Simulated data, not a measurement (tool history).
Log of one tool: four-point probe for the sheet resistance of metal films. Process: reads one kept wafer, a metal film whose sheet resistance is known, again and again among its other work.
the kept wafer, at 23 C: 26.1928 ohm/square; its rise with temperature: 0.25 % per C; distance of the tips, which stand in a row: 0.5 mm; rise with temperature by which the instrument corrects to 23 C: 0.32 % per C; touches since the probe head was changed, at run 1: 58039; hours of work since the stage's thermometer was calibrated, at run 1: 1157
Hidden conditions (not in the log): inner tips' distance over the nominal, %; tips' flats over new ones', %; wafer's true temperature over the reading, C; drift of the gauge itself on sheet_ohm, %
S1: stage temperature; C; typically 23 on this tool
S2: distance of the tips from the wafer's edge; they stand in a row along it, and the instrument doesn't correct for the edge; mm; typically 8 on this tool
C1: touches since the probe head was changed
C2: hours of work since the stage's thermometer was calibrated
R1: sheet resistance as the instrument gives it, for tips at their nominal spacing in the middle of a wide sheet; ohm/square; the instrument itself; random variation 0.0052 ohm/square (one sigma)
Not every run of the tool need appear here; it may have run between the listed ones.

{"run": 1, "hour": 0.0, "S1": 23, "S2": 8, "C1": 58039, "C2": 1157, "R1": 26.244699}
{"run": 2, "hour": 80.8, "S1": 23, "S2": 8, "C1": 59137, "C2": 1201, "R1": 26.257089}
{"run": 3, "hour": 168.0, "S1": 23, "S2": 8, "C1": 60323, "C2": 1248, "R1": 26.245572}
{"run": 4, "hour": 222.7, "S1": 23, "S2": 8, "C1": 61066, "C2": 1278, "R1": 26.250733}
{"run": 5, "hour": 289.5, "S1": 23, "S2": 8, "C1": 61975, "C2": 1314, "R1": 26.253265}
{"hour": 326.5, "done": "stage's thermometer calibrated"}
{"run": 6, "hour": 400.5, "S1": 32, "S2": 8, "C1": 63477, "C2": 40, "R1": 26.094182}
{"run": 7, "hour": 475.2, "S1": 32, "S2": 31, "C1": 64492, "C2": 80, "R1": 26.046583}
{"run": 8, "hour": 572.0, "S1": 32, "S2": 31, "C1": 65808, "C2": 132, "R1": 26.038361}
{"run": 9, "hour": 669.2, "S1": 20, "S2": 9, "C1": 67129, "C2": 185, "R1": 26.291547}
{"run": 10, "hour": 765.1, "S1": 22, "S2": 8, "C1": 68433, "C2": 237, "R1": 26.273381}
{"run": 11, "hour": 876.4, "S1": 20, "S2": 65, "C1": 69946, "C2": 297, "R1": 26.265752}
{"run": 12, "hour": 951.5, "S1": 19, "S2": 60, "C1": 70967, "C2": 337, "R1": 26.275177}
{"run": 13, "hour": 1064.6, "S1": 23, "S2": 8, "C1": 72505, "C2": 398, "R1": 26.255461}

3 ways to go on from here, each from the tool as it stands after run 13. What would each give?
{"run": "A", "hour": 1122.1, "S1": 30, "S2": 17, "C1": 73286, "C2": 429, "R1": "?"}
{"run": "B", "hour": 1122.1, "S1": 19, "S2": 35, "C1": 73286, "C2": 429, "R1": "?"}
{"run": "C", "hour": 1122.1, "S1": 33, "S2": 22, "C1": 73286, "C2": 429, "R1": "?"}

run=A R1=26.087407
run=B R1=26.272193
run=C R1=26.035859
With no hidden state in the tool, these same runs would have given:
run=A R1=26.083859
run=B R1=26.268615
run=C R1=26.032320
